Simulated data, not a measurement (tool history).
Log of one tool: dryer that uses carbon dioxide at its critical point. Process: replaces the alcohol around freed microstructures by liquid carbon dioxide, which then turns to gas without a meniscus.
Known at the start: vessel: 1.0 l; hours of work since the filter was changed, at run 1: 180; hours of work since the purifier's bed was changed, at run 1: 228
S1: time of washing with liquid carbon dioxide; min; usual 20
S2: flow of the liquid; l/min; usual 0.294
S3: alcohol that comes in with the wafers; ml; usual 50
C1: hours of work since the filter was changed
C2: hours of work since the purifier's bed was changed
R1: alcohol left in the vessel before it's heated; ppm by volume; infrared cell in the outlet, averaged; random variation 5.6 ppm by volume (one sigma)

run 1 day=0 | S1=20 S2=0.294 S3=50 | C1=180 C2=228 | R1=255
run 2 day=0.35 | S1=20 S2=0.276 S3=50 | C1=185 C2=233 | R1=353
run 3 day=0.692 | S1=20 S2=0.294 S3=50 | C1=190 C2=238 | R1=254
run 4 day=1.267 | S1=20 S2=0.294 S3=50 | C1=198 C2=246 | R1=259
run 5 day=1.829 | S1=20 S2=0.294 S3=50 | C1=206 C2=254 | R1=260
run 6 day=2.321 | S1=20 S2=0.227 S3=50 | C1=213 C2=261 | R1=928
run 7 day=2.604 | S1=20 S2=0.227 S3=50 | C1=217 C2=265 | R1=906
run 8 day=2.992 | S1=20 S2=0.227 S3=50 | C1=222 C2=270 | R1=900
run 9 day=3.633 | S1=20 S2=0.227 S3=50 | C1=232 C2=280 | R1=880
run 10 day=3.958 | S1=22 S2=0.294 S3=50 | C1=236 C2=284 | R1=173
run 11 day=4.592 | S1=20 S2=0.294 S3=50 | C1=245 C2=293 | R1=286
run 12 day=5.092 | S1=20 S2=0.294 S3=22 | C1=252 C2=300 | R1=136
-- day=5.242 inlet filter changed
run 13 day=5.475 | S1=20 S2=0.294 S3=22 | C1=3 C2=305 | R1=91
run 14 day=6.142 | S1=20 S2=0.294 S3=22 | C1=13 C2=315 | R1=98
run 15 day=6.488 | S1=20 S2=0.294 S3=55 | C1=18 C2=319 | R1=211
run 16 day=6.908 | S1=20 S2=0.275 S3=55 | C1=24 C2=325 | R1=296
run 17 day=7.371 | S1=20 S2=0.294 S3=34 | C1=30 C2=332 | R1=147
run 18 day=8.038 | S1=27 S2=0.294 S3=34 | C1=40 C2=341 | R1=31
run 19 day=8.508 | S1=27 S2=0.294 S3=34 | C1=46 C2=348 | R1=37
run 20 day=9.121 | S1=27 S2=0.294 S3=34 | C1=55 C2=357 | R1=41
run 21 day=9.708 | S1=20 S2=0.294 S3=50 | C1=63 C2=365 | R1=205
run 22 day=10.346 | S1=20 S2=0.294 S3=50 | C1=72 C2=374 | R1=208
run 23 day=10.929 | S1=20 S2=0.294 S3=50 | C1=81 C2=382 | R1=215
run 24 day=11.475 | S1=15 S2=0.294 S3=50 | C1=88 C2=390 | R1=782
run 25 day=12.158 | S1=15 S2=0.272 S3=44 | C1=98 C2=400 | R1=963
run 26 day=12.5 | S1=29 S2=0.443 S3=87 | C1=103 C2=405 | R1=29
run 27 day=12.821 | S1=29 S2=0.443 S3=87 | C1=107 C2=409 | R1=29
run 28 day=13.304 | S1=29 S2=0.443 S3=87 | C1=114 C2=416 | R1=18
run 29 day=13.958 | S1=18 S2=0.31 S3=62 | C1=123 C2=425 | R1=361
run 30 day=14.592 | S1=18 S2=0.31 S3=62 | C1=132 C2=434 | R1=362
run 31 day=15.025 | S1=18 S2=0.235 S3=62 | C1=139 C2=440 | R1=1296
run 32 day=15.346 | S1=12 S2=0.279 S3=24 | C1=143 C2=445 | R1=1069
run 33 day=15.696 | S1=20 S2=0.184 S3=22 | C1=148 C2=450 | R1=838
run 34 day=16.008 | S1=20 S2=0.184 S3=22 | C1=152 C2=454 | R1=843
run 35 day=16.538 | S1=23 S2=0.44 S3=90 | C1=160 C2=462 | R1=32
run 36 day=17.158 | S1=23 S2=0.338 S3=90 | C1=169 C2=471 | R1=93
run 37 day=17.538 | S1=23 S2=0.338 S3=90 | C1=174 C2=476 | R1=95
run 38 day=17.867 | S1=23 S2=0.211 S3=90 | C1=179 C2=481 | R1=1177
run 39 day=18.425 | S1=12 S2=0.467 S3=38 | C1=187 C2=488 | R1=222
run 40 day=19.05 | S1=13 S2=0.209 S3=119 | C1=196 C2=497 | R1=10369
run 41 day=19.475 | S1=22 S2=0.322 S3=106 | C1=202 C2=503 | R1=187
run 42 day=19.95 | S1=22 S2=0.322 S3=106 | C1=208 C2=510 | R1=190
run 43 day=20.512 | S1=14 S2=0.214 S3=24 | C1=216 C2=518 | R1=1732
run 44 day=20.842 | S1=14 S2=0.214 S3=24 | C1=221 C2=523 | R1=1712
run 45 day=21.508 | S1=20 S2=0.231 S3=56 | C1=230 C2=532 | R1=953
run 46 day=21.854 | S1=24 S2=0.336 S3=56 | C1=235 C2=537 | R1=64
run 47 day=22.338 | S1=20 S2=0.239 S3=33 | C1=242 C2=544 | R1=512

Some steps in R1 between neighbouring runs. How much of each would the tool show without its hidden state too (settings, what came in, random variation), and how much is left for the hidden state, with any gauge scatter that isn't in both results?
The hidden state here: flow that reaches the vessel past the clogged filter, %; alcohol in the recycled carbon dioxide, ppm; drift of the gauge itself on alcohol_ppm, %.
Run 37 -> 38: S2 0.338 -> 0.211. R1 +1082 ppm by volume: hidden state +248, all else +834.
Run 39 -> 40: S1 12 -> 13, S2 0.467 -> 0.209, S3 38 -> 119. R1 +10147 ppm by volume: hidden state +1501, all else +8646.
Run 40 -> 41: S1 13 -> 22, S2 0.209 -> 0.322, S3 119 -> 106. R1 -10182 ppm by volume: hidden state -1498, all else -8684.
Run 42 -> 43: S1 22 -> 14, S2 0.322 -> 0.214, S3 106 -> 24. R1 +1542 ppm by volume: hidden state +247, all else +1295.
